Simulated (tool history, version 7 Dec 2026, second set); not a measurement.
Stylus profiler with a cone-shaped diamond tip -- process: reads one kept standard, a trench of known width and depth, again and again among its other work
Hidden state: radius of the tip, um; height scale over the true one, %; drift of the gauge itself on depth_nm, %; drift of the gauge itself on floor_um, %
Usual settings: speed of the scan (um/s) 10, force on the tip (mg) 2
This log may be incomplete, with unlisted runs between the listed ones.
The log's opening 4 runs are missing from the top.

run,hour,speed of the scan (um/s),force on the tip (mg),scans with this tip,hours of work since the height scale was calibrated,depth of the trench (nm),width of the trench's floor (nm)
5,45.8,28,2,3154,259,1006.58,93230
6,59,28,2,3280,269,1006.4,93240
7,71.2,10,5.86,3395,279,1014.69,93340
8,78.6,10,3.6,3465,285,1010.22,93270
9,89.1,10,3.6,3565,293,1009.9,93290
10,98.6,10,3.6,3654,300,1010.1,93320
11,111.6,10,3.6,3777,310,1010.04,93260
12,123.2,10,3.6,3887,319,1010.18,93240
13,134.5,10,2,3994,328,1006.65,93210
14,144.2,10,2,4086,336,1006.14,93160
15,157.6,10,4.07,4213,346,1010.68,93240
# hour 159.2: height scale calibrated on a step standard
16,171.4,10,4.07,4339,9,1009.71,93190
17,185.4,38,0.75,4471,20,1001.44,92740
18,197.1,14,5.54,4582,29,1012.42,93070
19,210.3,5,4.64,4707,40,1010.9,93180
20,220.6,19,3.15,4804,48,1007.61,92970
21,228.8,19,3.15,4882,54,1007.52,93010
22,238.8,19,3.15,4977,62,1007.83,92940
23,247.4,3,2.63,5059,69,1006.34,93070
# hour 253: height scale calibrated on a step standard, once more
24,256.4,2,0.69,5138,3,1004.6,93030
25,266,9,1.15,5230,10,1006.28,92970
26,277.1,35,3.14,5334,19,1010.85,92850
27,290,35,3.14,5457,29,1011.09,92810
28,298.7,21,0.84,5539,36,1004.68,92820

Forecast run 29:
29,314.1,21,0.84,5685,47,?,?

Run 29 produced depth of the trench (nm) 1004.46, width of the trench's floor (nm) 92760.
The same run, on a tool lacking any hidden state, would have yielded depth of the trench (nm) 1004.27, width of the trench's floor (nm) 93780.
